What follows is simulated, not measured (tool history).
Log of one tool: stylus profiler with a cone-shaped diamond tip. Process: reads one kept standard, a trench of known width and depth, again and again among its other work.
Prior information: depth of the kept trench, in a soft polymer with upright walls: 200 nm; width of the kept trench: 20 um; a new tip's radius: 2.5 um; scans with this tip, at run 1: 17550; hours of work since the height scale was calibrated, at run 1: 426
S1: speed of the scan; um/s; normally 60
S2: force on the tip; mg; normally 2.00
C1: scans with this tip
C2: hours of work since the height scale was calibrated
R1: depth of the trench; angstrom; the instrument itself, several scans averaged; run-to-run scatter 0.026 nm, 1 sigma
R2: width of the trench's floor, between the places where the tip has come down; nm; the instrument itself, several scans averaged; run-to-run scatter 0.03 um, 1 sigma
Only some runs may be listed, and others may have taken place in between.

run	day	S1	S2	C1	C2	R1	R2
1	0.000	60	2.00	17550	426	2027.0	16550
2	2.675	60	2.00	18079	470	2027.4	16530
3	4.738	157	2.00	18487	505	2027.1	15990
4	7.950	157	2.00	19123	558	2028.0	15980
5	10.975	60	2.00	19721	609	2027.5	16450
6	12.412	60	2.00	20005	633	2028.2	16420
7	14.112	60	2.00	20341	662	2028.0	16430
8	15.692	60	2.72	20653	688	2034.0	16480
9	17.329	60	2.72	20977	715	2034.1	16430
10	19.400	58	2.00	21387	750	2028.9	16380
11	21.521	58	2.00	21805	785	2028.8	16340
12	23.375	58	2.00	22172	816	2029.1	16310
13	25.342	58	2.00	22561	849	2029.0	16330
14	28.542	58	2.00	23194	903	2028.7	16290
15	30.633	35	2.00	23608	938	2029.4	16420
16	33.079	22	5.74	24091	979	2054.5	16470
# day 36.308: height scale calibrated on a step standard
17	36.412	22	5.74	24746	2	2049.8	16390
18	38.075	22	5.74	25075	30	2049.2	16440
19	40.333	22	5.74	25522	67	2049.8	16420
20	42.654	16	1.36	25980	106	2019.2	16370
# day 44.467: new tip fitted, height scale calibrated
21	45.146	99	3.46	135	11	2036.7	17650
22	47.475	99	3.46	595	50	2036.5	17630
23	49.246	99	3.46	945	80	2037.0	17530
24	50.958	187	1.93	1284	109	2025.6	16920
25	53.154	39	4.98	1718	145	2047.1	17820
26	56.058	68	2.34	2292	194	2029.3	17580
27	57.996	25	2.47	2676	226	2030.4	17690
28	60.033	145	2.47	3078	260	2030.2	17080
29	62.971	145	2.47	3660	310	2031.1	17060
30	65.629	86	0.91	4185	354	2017.5	17020

Across each entry between runs, compare the hidden state at the last listed run before it with the hidden state at the first listed run after it:
Logged between run 16 and run 17: height scale calibrated on a step standard (day 36.308)
  radius of the tip, um: 7.57 -> 7.69; height scale over the true one, %: 0.248 -> 0.007
  measured minus no-state result, R1: +5.1 -> +0.2 angstrom; R2: -1490 -> -1530 nm
Logged between run 20 and run 21: new tip fitted, height scale calibrated (day 44.467)
  radius of the tip, um: 7.95 -> 2.5; height scale over the true one, %: 0.03 -> 0.063
  measured minus no-state result, R1: +0.6 -> +1.3 angstrom; R2: -1590 -> +0 nm
